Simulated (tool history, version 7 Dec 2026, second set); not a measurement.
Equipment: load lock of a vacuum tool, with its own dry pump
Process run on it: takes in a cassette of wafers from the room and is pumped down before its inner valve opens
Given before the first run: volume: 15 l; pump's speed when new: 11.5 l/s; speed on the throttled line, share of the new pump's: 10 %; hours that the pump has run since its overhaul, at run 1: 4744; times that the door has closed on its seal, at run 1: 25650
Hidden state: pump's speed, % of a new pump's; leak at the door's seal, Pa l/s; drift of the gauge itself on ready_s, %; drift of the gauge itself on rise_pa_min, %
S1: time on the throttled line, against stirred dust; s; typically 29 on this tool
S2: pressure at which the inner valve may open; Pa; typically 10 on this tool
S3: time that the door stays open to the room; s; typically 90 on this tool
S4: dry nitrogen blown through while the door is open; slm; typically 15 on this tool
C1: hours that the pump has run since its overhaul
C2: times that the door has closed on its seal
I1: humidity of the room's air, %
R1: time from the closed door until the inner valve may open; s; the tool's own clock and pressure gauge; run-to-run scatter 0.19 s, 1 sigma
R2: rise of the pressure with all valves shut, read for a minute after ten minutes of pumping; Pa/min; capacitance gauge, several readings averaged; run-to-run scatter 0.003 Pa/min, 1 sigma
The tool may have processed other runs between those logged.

{"run": 1, "hour": 0.0, "S1": 29, "S2": 10, "S3": 90, "S4": 15, "C1": 4744, "C2": 25650, "I1": 44.6, "R1": 39.2, "R2": 0.539}
{"run": 2, "hour": 172.9, "S1": 29, "S2": 10, "S3": 90, "S4": 15, "C1": 4917, "C2": 26161, "I1": 45.0, "R1": 39.4, "R2": 0.55}
{"run": 3, "hour": 365.6, "S1": 29, "S2": 10, "S3": 90, "S4": 15, "C1": 5109, "C2": 26730, "I1": 42.5, "R1": 39.1, "R2": 0.585}
{"run": 4, "hour": 501.2, "S1": 29, "S2": 10, "S3": 90, "S4": 15, "C1": 5245, "C2": 27130, "I1": 51.2, "R1": 39.6, "R2": 0.582}
{"run": 5, "hour": 751.4, "S1": 29, "S2": 10, "S3": 44, "S4": 15, "C1": 5495, "C2": 27870, "I1": 43.5, "R1": 39.5, "R2": 0.596}
{"run": 6, "hour": 872.7, "S1": 29, "S2": 10, "S3": 44, "S4": 15, "C1": 5617, "C2": 28228, "I1": 42.4, "R1": 39.9, "R2": 0.62}
{"hour": 1009.6, "done": "door's seal changed, seat wiped"}
{"run": 7, "hour": 1057.6, "S1": 29, "S2": 10, "S3": 44, "S4": 15, "C1": 5800, "C2": 142, "I1": 42.2, "R1": 39.2, "R2": 0.033}
{"run": 8, "hour": 1322.7, "S1": 29, "S2": 10, "S3": 44, "S4": 15, "C1": 6065, "C2": 925, "I1": 45.9, "R1": 39.4, "R2": 0.043}
{"run": 9, "hour": 1478.5, "S1": 29, "S2": 10, "S3": 44, "S4": 15, "C1": 6221, "C2": 1385, "I1": 45.0, "R1": 39.7, "R2": 0.048}

What will run 10 give?
{"run": 10, "hour": 1640.8, "S1": 16, "S2": 16, "S3": 44, "S4": 15, "C1": 6383, "C2": 1865, "I1": 45.3, "R1": "?", "R2": "?"}

R1: 27.5 s
R2: 0.048 Pa/min
Were there no unlogged condition in the tool, this run, its random variation unchanged, would have produced R1 25.7 s, R2 0.031 Pa/min.
